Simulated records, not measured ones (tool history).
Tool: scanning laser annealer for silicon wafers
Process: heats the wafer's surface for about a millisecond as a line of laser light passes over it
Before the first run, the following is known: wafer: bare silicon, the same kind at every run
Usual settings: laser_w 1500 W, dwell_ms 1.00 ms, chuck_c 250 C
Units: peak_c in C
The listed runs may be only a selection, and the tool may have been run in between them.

{"run": 1, "hour": 0.0, "laser_w": 1500, "dwell_ms": 1.0, "chuck_c": 250, "peak_c": 949}
{"run": 2, "hour": 13.7, "laser_w": 1637, "dwell_ms": 1.0, "chuck_c": 250, "peak_c": 1026}
{"run": 3, "hour": 23.2, "laser_w": 1637, "dwell_ms": 1.0, "chuck_c": 250, "peak_c": 1024}
{"run": 4, "hour": 32.7, "laser_w": 1637, "dwell_ms": 1.0, "chuck_c": 250, "peak_c": 1025}
{"hour": 46.7, "done": "optics aligned, line set to its width"}
{"run": 5, "hour": 54.0, "laser_w": 1500, "dwell_ms": 1.0, "chuck_c": 229, "peak_c": 930}
{"run": 6, "hour": 66.6, "laser_w": 1500, "dwell_ms": 1.0, "chuck_c": 229, "peak_c": 931}
{"run": 7, "hour": 79.1, "laser_w": 1500, "dwell_ms": 1.0, "chuck_c": 229, "peak_c": 929}
{"run": 8, "hour": 90.9, "laser_w": 1500, "dwell_ms": 1.0, "chuck_c": 245, "peak_c": 943}
{"run": 9, "hour": 103.9, "laser_w": 1500, "dwell_ms": 1.0, "chuck_c": 245, "peak_c": 943}
{"run": 10, "hour": 119.0, "laser_w": 1325, "dwell_ms": 1.0, "chuck_c": 250, "peak_c": 852}
{"run": 11, "hour": 131.9, "laser_w": 1325, "dwell_ms": 1.0, "chuck_c": 250, "peak_c": 851}
{"run": 12, "hour": 150.2, "laser_w": 1325, "dwell_ms": 1.0, "chuck_c": 250, "peak_c": 854}
{"hour": 154.3, "done": "window over the wafer cleaned"}
{"run": 13, "hour": 160.2, "laser_w": 1500, "dwell_ms": 1.0, "chuck_c": 250, "peak_c": 951}
{"run": 14, "hour": 172.7, "laser_w": 1500, "dwell_ms": 1.0, "chuck_c": 250, "peak_c": 954}
{"run": 15, "hour": 187.2, "laser_w": 1500, "dwell_ms": 1.0, "chuck_c": 250, "peak_c": 952}
{"run": 16, "hour": 204.3, "laser_w": 1500, "dwell_ms": 1.06, "chuck_c": 250, "peak_c": 974}
{"run": 17, "hour": 213.0, "laser_w": 1586, "dwell_ms": 0.72, "chuck_c": 214, "peak_c": 841}
{"run": 18, "hour": 224.8, "laser_w": 1481, "dwell_ms": 1.04, "chuck_c": 214, "peak_c": 918}

Run 19 comes next. What will it give?
{"run": 19, "hour": 232.4, "laser_w": 1312, "dwell_ms": 0.95, "chuck_c": 223, "peak_c": "?"}

{"run 19": {"peak_c": 805}}
Take away the tool's hidden state, keep the run-to-run variation as it was, and the same run would have given peak_c 805 C.

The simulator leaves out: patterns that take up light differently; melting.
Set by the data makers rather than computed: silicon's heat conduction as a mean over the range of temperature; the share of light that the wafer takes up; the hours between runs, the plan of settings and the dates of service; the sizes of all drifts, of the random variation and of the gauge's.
